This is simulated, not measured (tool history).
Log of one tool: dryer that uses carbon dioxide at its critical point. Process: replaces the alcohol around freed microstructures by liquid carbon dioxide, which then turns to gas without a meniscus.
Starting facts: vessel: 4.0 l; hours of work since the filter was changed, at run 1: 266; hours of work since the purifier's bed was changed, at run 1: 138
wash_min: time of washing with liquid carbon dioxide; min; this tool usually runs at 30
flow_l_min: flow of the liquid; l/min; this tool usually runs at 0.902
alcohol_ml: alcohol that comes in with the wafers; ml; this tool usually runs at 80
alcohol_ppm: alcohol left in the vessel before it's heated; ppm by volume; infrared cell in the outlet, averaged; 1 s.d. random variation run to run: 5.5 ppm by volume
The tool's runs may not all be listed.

run     day  wash_min  flow_l_min  alcohol_ml  hours of work since the filter was changed  hours of work since the purifier's bed was changed  alcohol_ppm
  1   0.000        30       0.902          80                                         266                                                 138          272
  2   0.850        30       0.786          80                                         282                                                 154          489
  3   1.767        30       0.786          57                                         300                                                 172          367
  4   2.204        30       0.902          80                                         308                                                 180          297
  5   3.217        30       0.902          80                                         327                                                 199          306
  6   3.712        30       0.902          80                                         337                                                 208          313
  7   4.200        30       0.902          80                                         346                                                 218          315
  8   4.688        30       0.902          45                                         355                                                 227          207
  9   5.488        30       0.902          45                                         370                                                 242          214
 10   6.538        24       0.902          80                                         390                                                 262          712
 11   7.279        24       0.902          80                                         404                                                 276          747
 12   7.971        30       0.902          80                                         417                                                 289          369
      8.675  -- inlet filter changed
 13   8.746        30       0.902          80                                           1                                                 303          226
 14   9.217        30       0.902          80                                          10                                                 312          230
 15   9.867        30       0.902          80                                          23                                                 324          227
 16  10.804        24       0.912          80                                          40                                                 342          488
 17  11.704        31       1.158          57                                          57                                                 359           97
 18  12.317        31       0.822         102                                          69                                                 370          374
 19  12.858        24       1.126          36                                          79                                                 381          167
 20  13.929        24       1.126          36                                          99                                                 401          166
 21  14.475        24       1.126          36                                         110                                                 411          157
 22  14.912        24       1.510          36                                         118                                                 419          102
 23  15.729        24       0.673         110                                         133                                                 435         1857
 24  16.725        30       0.902          41                                         152                                                 454          188
 25  17.658        30       1.037          80                                         170                                                 471          196
 26  18.617        28       1.269          80                                         188                                                 489          144
 27  19.388        46       0.902         120                                         203                                                 504          128
 28  19.962        47       0.902          80                                         213                                                 515          118
 29  20.883        34       0.823          36                                         231                                                 532          197
 30  21.362        34       0.823          36                                         240                                                 541          200

Selected run-to-run steps in alcohol_ppm, each split into two signed amounts: the part the tool would show with no hidden state at all (from settings, incoming material and random variation), and the remainder, which goes to the hidden state together with any gauge scatter not common to the measured and the hidden-state-free results:
The tool's hidden condition here consists of: flow that reaches the vessel past the clogged filter, %; alcohol in the recycled carbon dioxide, ppm; drift of the gauge itself on alcohol_ppm, %.
Run 9 -> 10: wash_min 30 -> 24, alcohol_ml 45 -> 80. alcohol_ppm +498 ppm by volume: hidden state +195, all else +303.
Run 22 -> 23: flow_l_min 1.510 -> 0.673, alcohol_ml 36 -> 110. alcohol_ppm +1755 ppm by volume: hidden state +223, all else +1532.
Run 23 -> 24: wash_min 24 -> 30, flow_l_min 0.673 -> 0.902, alcohol_ml 110 -> 41. alcohol_ppm -1669 ppm by volume: hidden state -200, all else -1469.
